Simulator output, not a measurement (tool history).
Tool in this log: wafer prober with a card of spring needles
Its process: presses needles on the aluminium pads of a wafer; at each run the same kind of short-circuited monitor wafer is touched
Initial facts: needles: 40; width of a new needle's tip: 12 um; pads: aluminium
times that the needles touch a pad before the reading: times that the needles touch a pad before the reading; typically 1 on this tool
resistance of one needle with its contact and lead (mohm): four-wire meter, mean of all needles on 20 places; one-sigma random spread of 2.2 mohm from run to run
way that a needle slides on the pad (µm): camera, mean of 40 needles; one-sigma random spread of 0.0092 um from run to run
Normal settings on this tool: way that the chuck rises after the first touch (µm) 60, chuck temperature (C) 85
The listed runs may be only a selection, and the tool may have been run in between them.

run    hour  way that the chuck rises after the first touch (µm)  chuck temperature (C)  times that the needles touch a pad before the reading  resistance of one needle with its contact and lead (mohm)  way that a needle slides on the pad (µm)
  1       0                                                   60                     85                                                      1                                                        255                                     8.094
       19.2  -- tips cleaned on abrasive film
         40  -- tips cleaned on abrasive film
  2      40                                                   60                     85                                                      2                                                        250                                     8.097
       62.4  -- tips cleaned on abrasive film
       84.5  -- tips cleaned on abrasive film
  3    89.7                                                   60                     85                                                      2                                                        254                                     8.081
      107.8  -- tips cleaned on abrasive film
        130  -- tips cleaned on abrasive film
  4     130                                                   60                     85                                                      2                                                        243                                     8.068
      153.1  -- tips cleaned on abrasive film
  5   171.2                                                   60                     98                                                      2                                                        275                                     8.055
      174.9  -- tips cleaned on abrasive film
      187.4  -- height of the first contact set anew
      196.4  -- tips cleaned on abrasive film
      218.3  -- tips cleaned on abrasive film
      241.6  -- tips cleaned on abrasive film
  6   245.3                                                   60                     98                                                      2                                                        257                                     7.983
      263.8  -- tips cleaned on abrasive film
      287.2  -- tips cleaned on abrasive film
      306.4  -- tips cleaned on abrasive film
  7   320.6                                                   60                     98                                                      2                                                        271                                     7.968
      330.1  -- tips cleaned on abrasive film
      353.2  -- tips cleaned on abrasive film
      376.9  -- tips cleaned on abrasive film
  8   389.4                                                   60                     98                                                      2                                                        270                                     7.965
      397.7  -- tips cleaned on abrasive film
      420.4  -- tips cleaned on abrasive film
      443.8  -- tips cleaned on abrasive film
      465.5  -- tips cleaned on abrasive film
  9   470.6                                                   60                     98                                                      2                                                        263                                     7.926
      489.1  -- tips cleaned on abrasive film
        511  -- tips cleaned on abrasive film
      530.2  -- tips cleaned on abrasive film
      544.8  -- height of the first contact set anew
      554.5  -- tips cleaned on abrasive film
 10   556.8                                                   60                     98                                                      2                                                        258                                     8.164
        575  -- tips cleaned on abrasive film
      594.2  -- tips cleaned on abrasive film
 11     610                                                   60                     98                                                      2                                                        265                                     8.136
      614.9  -- tips cleaned on abrasive film
      634.1  -- tips cleaned on abrasive film
      655.4  -- height of the first contact set anew, once more
      655.5  -- tips cleaned on abrasive film
 12   655.5                                                   60                     98                                                      2                                                        251                                     8.148
      674.7  -- tips cleaned on abrasive film
      697.6  -- tips cleaned on abrasive film
 13   707.7                                                   60                     33                                                      1                                                        257                                     8.138
      721.2  -- tips cleaned on abrasive film
      744.6  -- tips cleaned on abrasive film
 14     753                                                   60                     33                                                      1                                                        262                                     8.124
      767.4  -- tips cleaned on abrasive film
      791.1  -- tips cleaned on abrasive film
      814.1  -- tips cleaned on abrasive film
 15   831.3                                                   43                     36                                                      2                                                        291                                     5.804
      836.2  -- tips cleaned on abrasive film
      858.5  -- tips cleaned on abrasive film
      877.7  -- tips cleaned on abrasive film
      896.9  -- tips cleaned on abrasive film
 16   913.8                                                   43                     36                                                      2                                                        293                                     5.776
      918.7  -- tips cleaned on abrasive film
      937.9  -- tips cleaned on abrasive film
      960.2  -- tips cleaned on abrasive film
 17   960.2                                                   55                     29                                                      1                                                        232                                     7.403
      979.4  -- tips cleaned on abrasive film
       1003  -- tips cleaned on abrasive film
     1012.7  -- height of the first contact set anew
     1027.1  -- tips cleaned on abrasive film
 18  1043.9                                                   69                     85                                                      1                                                        276                                      9.38
     1048.8  -- tips cleaned on abrasive film
     1072.4  -- tips cleaned on abrasive film
     1091.6  -- tips cleaned on abrasive film
 19    1106                                                   60                     77                                                      1                                                        276                                      8.15
       1111  -- tips cleaned on abrasive film
     1134.5  -- tips cleaned on abrasive film
     1157.4  -- tips cleaned on abrasive film
 20  1162.8                                                   64                     74                                                      1                                                        260                                     8.668

Here are 5 independent what-if runs from the current tool condition. What would each one return?
     1177.2  -- tips cleaned on abrasive film
     1196.4  -- tips cleaned on abrasive film
  A  1212.4                                                   75                     79                                                      2                                                          ?                                         ?
     1177.2  -- tips cleaned on abrasive film
     1196.4  -- tips cleaned on abrasive film
  B  1212.4                                                   60                     48                                                      1                                                          ?                                         ?
     1177.2  -- tips cleaned on abrasive film
     1196.4  -- tips cleaned on abrasive film
  C  1212.4                                                   48                     98                                                      3                                                          ?                                         ?
     1177.2  -- tips cleaned on abrasive film
     1196.4  -- tips cleaned on abrasive film
  D  1212.4                                                   41                     57                                                      2                                                          ?                                         ?
     1177.2  -- tips cleaned on abrasive film
     1196.4  -- tips cleaned on abrasive film
  E  1212.4                                                   60                     81                                                      1                                                          ?                                         ?

run  resistance of one needle with its contact and lead (mohm)  way that a needle slides on the pad (µm)
  A                                                        252                                    10.139
  B                                                        282                                     8.117
  C                                                        278                                     6.474
  D                                                        303                                     5.532
  E                                                        285                                     8.115
Without the tool's hidden state the same runs would have given:
run  resistance of one needle with its contact and lead (mohm)  way that a needle slides on the pad (µm)
  A                                                        232                                    10.193
  B                                                        234                                      8.17
  C                                                        250                                     6.527
  D                                                        244                                     5.585
  E                                                        239                                     8.168

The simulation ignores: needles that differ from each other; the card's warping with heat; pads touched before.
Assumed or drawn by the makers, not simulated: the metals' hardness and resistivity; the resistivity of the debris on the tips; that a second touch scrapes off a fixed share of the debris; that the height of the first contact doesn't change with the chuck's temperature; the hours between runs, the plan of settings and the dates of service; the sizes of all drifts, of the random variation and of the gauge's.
